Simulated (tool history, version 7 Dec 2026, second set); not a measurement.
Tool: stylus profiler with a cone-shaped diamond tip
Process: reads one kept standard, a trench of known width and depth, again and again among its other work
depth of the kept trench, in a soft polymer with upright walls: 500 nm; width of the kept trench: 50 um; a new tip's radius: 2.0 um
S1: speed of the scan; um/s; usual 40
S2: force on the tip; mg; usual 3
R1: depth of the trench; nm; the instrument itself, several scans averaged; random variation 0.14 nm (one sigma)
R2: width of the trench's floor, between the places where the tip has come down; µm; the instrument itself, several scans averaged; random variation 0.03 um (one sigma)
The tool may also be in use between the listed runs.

{"run": 1, "day": 0.0, "S1": 40, "S2": 3, "R1": 504.6, "R2": 46.61}
{"run": 2, "day": 0.733, "S1": 40, "S2": 1.06, "R1": 502.53, "R2": 46.49}
{"run": 3, "day": 1.175, "S1": 14, "S2": 3, "R1": 504.63, "R2": 46.76}
{"run": 4, "day": 1.767, "S1": 14, "S2": 3, "R1": 504.73, "R2": 46.68}
{"run": 5, "day": 2.071, "S1": 14, "S2": 3, "R1": 504.89, "R2": 46.72}
{"run": 6, "day": 2.746, "S1": 14, "S2": 3, "R1": 504.92, "R2": 46.68}
{"run": 7, "day": 3.262, "S1": 14, "S2": 3, "R1": 504.85, "R2": 46.66}
{"run": 8, "day": 3.996, "S1": 14, "S2": 3, "R1": 504.95, "R2": 46.68}
{"run": 9, "day": 4.325, "S1": 14, "S2": 3, "R1": 504.99, "R2": 46.63}
{"run": 10, "day": 4.721, "S1": 14, "S2": 3, "R1": 505, "R2": 46.68}
{"run": 11, "day": 5.117, "S1": 14, "S2": 3, "R1": 504.94, "R2": 46.63}
{"run": 12, "day": 5.846, "S1": 14, "S2": 3, "R1": 504.9, "R2": 46.63}
{"run": 13, "day": 6.375, "S1": 14, "S2": 3, "R1": 504.9, "R2": 46.62}
{"run": 14, "day": 6.796, "S1": 14, "S2": 3, "R1": 505.07, "R2": 46.6}
{"run": 15, "day": 7.467, "S1": 14, "S2": 3, "R1": 505.15, "R2": 46.64}
{"run": 16, "day": 8.179, "S1": 14, "S2": 1.3, "R1": 502.75, "R2": 46.58}
{"run": 17, "day": 8.779, "S1": 14, "S2": 1.3, "R1": 503.02, "R2": 46.51}
{"run": 18, "day": 9.196, "S1": 14, "S2": 1.3, "R1": 502.67, "R2": 46.52}
{"run": 19, "day": 9.692, "S1": 14, "S2": 1.3, "R1": 502.81, "R2": 46.51}
{"run": 20, "day": 10.421, "S1": 14, "S2": 1.3, "R1": 502.82, "R2": 46.41}
{"run": 21, "day": 10.971, "S1": 14, "S2": 1.3, "R1": 502.82, "R2": 46.48}
{"run": 22, "day": 11.638, "S1": 18, "S2": 3, "R1": 505.19, "R2": 46.49}
{"run": 23, "day": 12.046, "S1": 18, "S2": 3, "R1": 504.88, "R2": 46.48}
{"run": 24, "day": 12.429, "S1": 12, "S2": 1.19, "R1": 502.77, "R2": 46.44}
{"run": 25, "day": 12.988, "S1": 12, "S2": 1.19, "R1": 502.78, "R2": 46.44}
{"run": 26, "day": 13.692, "S1": 37, "S2": 4.79, "R1": 506.83, "R2": 46.41}
{"run": 27, "day": 14.429, "S1": 37, "S2": 4.79, "R1": 506.63, "R2": 46.38}
{"run": 28, "day": 15.138, "S1": 13, "S2": 1.31, "R1": 503.06, "R2": 46.4}
{"run": 29, "day": 15.683, "S1": 13, "S2": 1.31, "R1": 502.89, "R2": 46.35}
{"run": 30, "day": 16.112, "S1": 13, "S2": 1.31, "R1": 503.16, "R2": 46.35}
{"run": 31, "day": 16.467, "S1": 13, "S2": 1.31, "R1": 503.23, "R2": 46.33}
{"run": 32, "day": 17.125, "S1": 125, "S2": 7.1, "R1": 508.68, "R2": 46.07}
{"run": 33, "day": 17.488, "S1": 86, "S2": 2.08, "R1": 503.82, "R2": 45.89}
{"run": 34, "day": 17.85, "S1": 66, "S2": 5.66, "R1": 507.45, "R2": 46.22}
{"run": 35, "day": 18.183, "S1": 66, "S2": 5.66, "R1": 507.49, "R2": 46.15}
{"run": 36, "day": 18.6, "S1": 32, "S2": 4.91, "R1": 506.7, "R2": 46.37}
{"run": 37, "day": 18.958, "S1": 156, "S2": 4.57, "R1": 506.4, "R2": 45.72}
{"run": 38, "day": 19.65, "S1": 31, "S2": 5.39, "R1": 507.18, "R2": 46.24}
{"run": 39, "day": 20.062, "S1": 40, "S2": 4.51, "R1": 506.67, "R2": 46.25}
{"run": 40, "day": 20.662, "S1": 39, "S2": 2.31, "R1": 504.52, "R2": 46.14}
{"run": 41, "day": 20.996, "S1": 26, "S2": 8.42, "R1": 509.68, "R2": 46.3}
{"run": 42, "day": 21.338, "S1": 13, "S2": 1.03, "R1": 502.75, "R2": 46.26}
{"run": 43, "day": 22.05, "S1": 123, "S2": 3.71, "R1": 505.75, "R2": 45.75}

5 ways to go on from here, each from the tool as it stands after run 43. What would each give?
{"run": "A", "day": 22.621, "S1": 94, "S2": 1.49, "R1": "?", "R2": "?"}
{"run": "B", "day": 22.621, "S1": 19, "S2": 7.55, "R1": "?", "R2": "?"}
{"run": "C", "day": 22.621, "S1": 58, "S2": 7.94, "R1": "?", "R2": "?"}
{"run": "D", "day": 22.621, "S1": 40, "S2": 1.38, "R1": "?", "R2": "?"}
{"run": "E", "day": 22.621, "S1": 16, "S2": 3, "R1": "?", "R2": "?"}

run=A R1=503.4 R2=45.7
run=B R1=509.07 R2=46.3
run=C R1=509.02 R2=46.1
run=D R1=503.36 R2=46.04
run=E R1=504.97 R2=46.22
Without the tool's hidden state the same runs would have given:
run=A R1=502.83 R2=46.72
run=B R1=508.5 R2=47.32
run=C R1=508.45 R2=47.12
run=D R1=502.79 R2=47.06
run=E R1=504.41 R2=47.24
